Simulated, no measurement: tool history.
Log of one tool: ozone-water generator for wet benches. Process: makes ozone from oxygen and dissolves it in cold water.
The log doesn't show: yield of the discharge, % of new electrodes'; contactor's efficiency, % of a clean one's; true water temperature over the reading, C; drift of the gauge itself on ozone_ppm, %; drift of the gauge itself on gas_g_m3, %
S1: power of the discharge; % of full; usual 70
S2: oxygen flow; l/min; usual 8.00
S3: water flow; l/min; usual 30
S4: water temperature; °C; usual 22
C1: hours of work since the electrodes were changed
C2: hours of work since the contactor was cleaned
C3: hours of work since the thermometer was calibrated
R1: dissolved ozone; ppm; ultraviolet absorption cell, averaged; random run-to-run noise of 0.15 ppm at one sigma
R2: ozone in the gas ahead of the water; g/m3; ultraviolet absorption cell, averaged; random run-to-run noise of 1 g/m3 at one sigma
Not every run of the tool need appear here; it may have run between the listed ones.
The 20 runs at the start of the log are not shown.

run	hour	S1	S2	S3	S4	C1	C2	C3	R1	R2
21	1315.3	55	8.00	26	22	3695	7889	916	18.4	145.4
22	1383.4	70	8.00	47	26	3754	7948	975	12.8	169.4
23	1426.1	70	8.00	47	26	3791	7985	1012	13.0	170.1
24	1495.3	70	8.00	47	26	3850	8044	1071	12.9	168.2
25	1578.2	70	8.00	47	26	3922	8116	1143	13.0	167.9
26	1618.0	41	8.00	30	22	3956	8150	1177	14.1	123.3
27	1671.1	59	7.13	27	20	4002	8196	1223	19.7	163.4
28	1746.6	59	11.14	31	20	4067	8261	1288	16.2	120.7
29	1803.7	59	11.14	33	24	4117	8310	1337	14.5	120.1
# hour 1827.0: gauge calibrated
30	1842.7	59	6.32	24	15	4150	8344	1371	23.5	182.8
31	1890.9	70	8.48	46	22	4192	8386	1413	13.8	166.4
32	1974.9	70	4.70	46	16	4264	8458	1485	14.6	252.0
33	2020.1	70	4.70	39	21	4303	8497	1524	16.4	248.6
34	2062.8	40	4.70	39	21	4340	8534	1561	11.8	178.0

Here are 3 independent what-if runs from the current tool condition. What would each one return?
A	2141.6	76	8.00	26	22	4408	8602	1629	?	?
B	2141.6	70	8.00	43	22	4408	8602	1629	?	?
C	2141.6	40	4.70	39	18	4408	8602	1629	?	?

run	R1	R2
A	22.3	181.6
B	14.7	171.5
C	12.1	178.4
What these runs would have given with no unlogged condition in the tool:
run	R1	R2
A	22.3	182.7
B	14.7	172.5
C	12.1	179.4

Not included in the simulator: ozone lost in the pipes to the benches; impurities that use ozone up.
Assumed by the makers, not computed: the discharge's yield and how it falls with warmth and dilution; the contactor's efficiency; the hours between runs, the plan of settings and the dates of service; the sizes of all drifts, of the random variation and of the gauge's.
